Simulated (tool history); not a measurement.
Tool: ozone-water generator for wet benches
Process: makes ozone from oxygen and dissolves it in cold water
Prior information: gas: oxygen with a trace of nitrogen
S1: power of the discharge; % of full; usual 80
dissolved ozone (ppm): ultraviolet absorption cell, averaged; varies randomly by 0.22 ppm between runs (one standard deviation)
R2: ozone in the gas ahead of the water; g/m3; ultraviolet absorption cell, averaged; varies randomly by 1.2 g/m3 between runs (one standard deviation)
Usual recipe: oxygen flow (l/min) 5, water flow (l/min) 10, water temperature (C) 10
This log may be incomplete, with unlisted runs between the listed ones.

run 1 hour=0 | S1=80 oxygen_flow_(l/min)=5 water_flow_(l/min)=10 water_temperature_(C)=10 | dissolved_ozone_(ppm)=32.1 R2=214.5
run 2 hour=89.7 | S1=80 oxygen_flow_(l/min)=5 water_flow_(l/min)=10 water_temperature_(C)=10 | dissolved_ozone_(ppm)=31.8 R2=214.6
run 3 hour=199 | S1=80 oxygen_flow_(l/min)=5 water_flow_(l/min)=10 water_temperature_(C)=10 | dissolved_ozone_(ppm)=31.9 R2=212.9
run 4 hour=333.5 | S1=80 oxygen_flow_(l/min)=5 water_flow_(l/min)=10 water_temperature_(C)=10 | dissolved_ozone_(ppm)=31.9 R2=214.7
run 5 hour=467.1 | S1=80 oxygen_flow_(l/min)=5 water_flow_(l/min)=10 water_temperature_(C)=10 | dissolved_ozone_(ppm)=31.7 R2=213.2
run 6 hour=573.3 | S1=80 oxygen_flow_(l/min)=5 water_flow_(l/min)=10 water_temperature_(C)=5 | dissolved_ozone_(ppm)=34.8 R2=214.9
run 7 hour=688.9 | S1=80 oxygen_flow_(l/min)=5 water_flow_(l/min)=10 water_temperature_(C)=5 | dissolved_ozone_(ppm)=35 R2=213.2
run 8 hour=775.7 | S1=80 oxygen_flow_(l/min)=5 water_flow_(l/min)=16 water_temperature_(C)=10 | dissolved_ozone_(ppm)=22.9 R2=214.9
-- hour=882.2 water thermometer calibrated
run 9 hour=969.1 | S1=80 oxygen_flow_(l/min)=5 water_flow_(l/min)=16 water_temperature_(C)=10 | dissolved_ozone_(ppm)=22.5 R2=212.4
run 10 hour=1142 | S1=80 oxygen_flow_(l/min)=5 water_flow_(l/min)=16 water_temperature_(C)=10 | dissolved_ozone_(ppm)=22.8 R2=213.7
run 11 hour=1297.8 | S1=80 oxygen_flow_(l/min)=5 water_flow_(l/min)=10 water_temperature_(C)=10 | dissolved_ozone_(ppm)=31.6 R2=212.8
-- hour=1390.5 contactor cleaned
run 12 hour=1422.6 | S1=80 oxygen_flow_(l/min)=5 water_flow_(l/min)=10 water_temperature_(C)=10 | dissolved_ozone_(ppm)=31.9 R2=211
run 13 hour=1605 | S1=80 oxygen_flow_(l/min)=5 water_flow_(l/min)=10 water_temperature_(C)=10 | dissolved_ozone_(ppm)=31.9 R2=211.7
run 14 hour=1737.1 | S1=80 oxygen_flow_(l/min)=5 water_flow_(l/min)=10 water_temperature_(C)=10 | dissolved_ozone_(ppm)=31.4 R2=210.2
run 15 hour=1817.7 | S1=80 oxygen_flow_(l/min)=5 water_flow_(l/min)=10 water_temperature_(C)=10 | dissolved_ozone_(ppm)=32.1 R2=210.4
run 16 hour=1943.9 | S1=80 oxygen_flow_(l/min)=5 water_flow_(l/min)=10 water_temperature_(C)=10 | dissolved_ozone_(ppm)=31.7 R2=212.3
run 17 hour=2135.8 | S1=83 oxygen_flow_(l/min)=3.94 water_flow_(l/min)=12 water_temperature_(C)=7 | dissolved_ozone_(ppm)=30.4 R2=248.8
run 18 hour=2284 | S1=83 oxygen_flow_(l/min)=3.94 water_flow_(l/min)=12 water_temperature_(C)=7 | dissolved_ozone_(ppm)=30.4 R2=248.6
run 19 hour=2407.3 | S1=83 oxygen_flow_(l/min)=3.94 water_flow_(l/min)=12 water_temperature_(C)=7 | dissolved_ozone_(ppm)=30.4 R2=249
run 20 hour=2516.6 | S1=83 oxygen_flow_(l/min)=3.94 water_flow_(l/min)=8 water_temperature_(C)=10 | dissolved_ozone_(ppm)=38.4 R2=249.9
run 21 hour=2605.1 | S1=75 oxygen_flow_(l/min)=5 water_flow_(l/min)=10 water_temperature_(C)=5 | dissolved_ozone_(ppm)=33.9 R2=204.6
run 22 hour=2782.6 | S1=80 oxygen_flow_(l/min)=5.41 water_flow_(l/min)=10 water_temperature_(C)=7 | dissolved_ozone_(ppm)=33.4 R2=200.6
run 23 hour=2885.5 | S1=80 oxygen_flow_(l/min)=5.41 water_flow_(l/min)=10 water_temperature_(C)=7 | dissolved_ozone_(ppm)=32.9 R2=201.8
run 24 hour=3048.3 | S1=49 oxygen_flow_(l/min)=5.41 water_flow_(l/min)=13 water_temperature_(C)=5 | dissolved_ozone_(ppm)=22.3 R2=156.4
-- hour=3212.8 contactor cleaned
run 25 hour=3223.9 | S1=49 oxygen_flow_(l/min)=4.76 water_flow_(l/min)=7 water_temperature_(C)=7 | dissolved_ozone_(ppm)=32.7 R2=169
run 26 hour=3401.1 | S1=61 oxygen_flow_(l/min)=4.76 water_flow_(l/min)=6 water_temperature_(C)=7 | dissolved_ozone_(ppm)=40 R2=187.5
run 27 hour=3516.4 | S1=61 oxygen_flow_(l/min)=4.76 water_flow_(l/min)=6 water_temperature_(C)=7 | dissolved_ozone_(ppm)=40.8 R2=189.2
run 28 hour=3689.2 | S1=61 oxygen_flow_(l/min)=4.76 water_flow_(l/min)=6 water_temperature_(C)=7 | dissolved_ozone_(ppm)=40.3 R2=188.4
run 29 hour=3881.3 | S1=58 oxygen_flow_(l/min)=4.76 water_flow_(l/min)=12 water_temperature_(C)=7 | dissolved_ozone_(ppm)=25 R2=182.5
-- hour=4012.3 electrodes of the discharge changed
run 30 hour=4063.4 | S1=47 oxygen_flow_(l/min)=6.78 water_flow_(l/min)=16 water_temperature_(C)=5 | dissolved_ozone_(ppm)=18.4 R2=132.9
run 31 hour=4253.1 | S1=41 oxygen_flow_(l/min)=3.6 water_flow_(l/min)=13 water_temperature_(C)=18 | dissolved_ozone_(ppm)=17.5 R2=182.8
run 32 hour=4332.7 | S1=50 oxygen_flow_(l/min)=6.5 water_flow_(l/min)=13 water_temperature_(C)=18 | dissolved_ozone_(ppm)=17.6 R2=139.5

3 ways to go on from here, each from the tool as it stands after run 32. What would each give?
run A hour=4441.4 | S1=59 oxygen_flow_(l/min)=2.86 water_flow_(l/min)=8 water_temperature_(C)=10 | dissolved_ozone_(ppm)=? R2=?
run B hour=4441.4 | S1=47 oxygen_flow_(l/min)=6.5 water_flow_(l/min)=13 water_temperature_(C)=18 | dissolved_ozone_(ppm)=? R2=?
run C hour=4441.4 | S1=53 oxygen_flow_(l/min)=3.41 water_flow_(l/min)=9 water_temperature_(C)=10 | dissolved_ozone_(ppm)=? R2=?

run=A dissolved_ozone_(ppm)=33.9 R2=254.3
run=B dissolved_ozone_(ppm)=17.1 R2=135
run=C dissolved_ozone_(ppm)=29.4 R2=215.9
With no hidden state in the tool, these same runs would have given:
run=A dissolved_ozone_(ppm)=34 R2=261
run=B dissolved_ozone_(ppm)=17.1 R2=138.6
run=C dissolved_ozone_(ppm)=29.4 R2=221.6
